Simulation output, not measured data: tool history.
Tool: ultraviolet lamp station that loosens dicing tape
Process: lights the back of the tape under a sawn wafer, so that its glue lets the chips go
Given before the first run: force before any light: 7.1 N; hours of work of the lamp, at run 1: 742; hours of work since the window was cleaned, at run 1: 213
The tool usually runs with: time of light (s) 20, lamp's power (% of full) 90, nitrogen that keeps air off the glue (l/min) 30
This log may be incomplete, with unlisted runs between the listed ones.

run     day  time of light (s)  lamp's power (% of full)  nitrogen that keeps air off the glue (l/min)  hours of work of the lamp  hours of work since the window was cleaned  force that peels the tape off (N)  light that reached the tape (J/m2)
  1   0.000                 20                        90                                            30                        742                                         213                              0.639                                3500
      0.871  -- window cleaned of glue's vapour
  2   0.908                 20                        90                                            30                        755                                           1                              0.628                                3510
  3   2.729                 20                        90                                            30                        781                                          27                              0.629                                3530
  4   3.938                 20                        64                                            30                        798                                          44                              1.223                                2480
  5   4.846                 20                        64                                            30                        811                                          57                              1.191                                2490
  6   6.671                 20                        90                                            30                        837                                          83                              0.635                                3470
  7   7.542                 20                        90                                            30                        849                                          95                              0.628                                3450
  8   8.383                 20                        83                                            30                        861                                         107                              0.741                                3210
  9   9.808                 20                        90                                            30                        882                                         127                              0.631                                3470
 10  10.904                 36                        69                                            19                        897                                         143                              0.461                                4800
 11  12.008                 36                        69                                            19                        913                                         159                              0.469                                4840
 12  13.733                 20                        93                                            27                        937                                         183                              0.630                                3620
 13  15.542                 27                        89                                            16                        963                                         209                              0.611                                4630
     16.675  -- window cleaned of glue's vapour
 14  16.700                 27                        89                                            11                        979                                           0                              0.891                                4690
 15  18.146                 12                        99                                            21                       1000                                          21                              1.759                                2330
 16  19.625                 14                        71                                            11                       1021                                          42                              2.953                                1890
 17  21.421                 13                        62                                            30                       1047                                          68                              2.318                                1550
 18  22.350                 10                        96                                            10                       1060                                          81                              3.178                                1850

Consider 3 possible next runs. They are alternatives, not a sequence: every one starts from the tool as it was left by run 18. What does each give?
  A  23.708                 20                        90                                            17                       1079                                         100                                  ?                                   ?
  B  23.708                 20                        97                                            30                       1079                                         100                                  ?                                   ?
  C  23.708                 15                        82                                            10                       1079                                         100                                  ?                                   ?

run  force that peels the tape off (N)  light that reached the tape (J/m2)
  A                              1.049                                3470
  B                              0.548                                3730
  C                              2.475                                2410
Without the tool's unlogged condition, the same runs would have read:
run  force that peels the tape off (N)  light that reached the tape (J/m2)
  A                              1.045                                3470
  B                              0.545                                3740
  C                              2.470                                2420
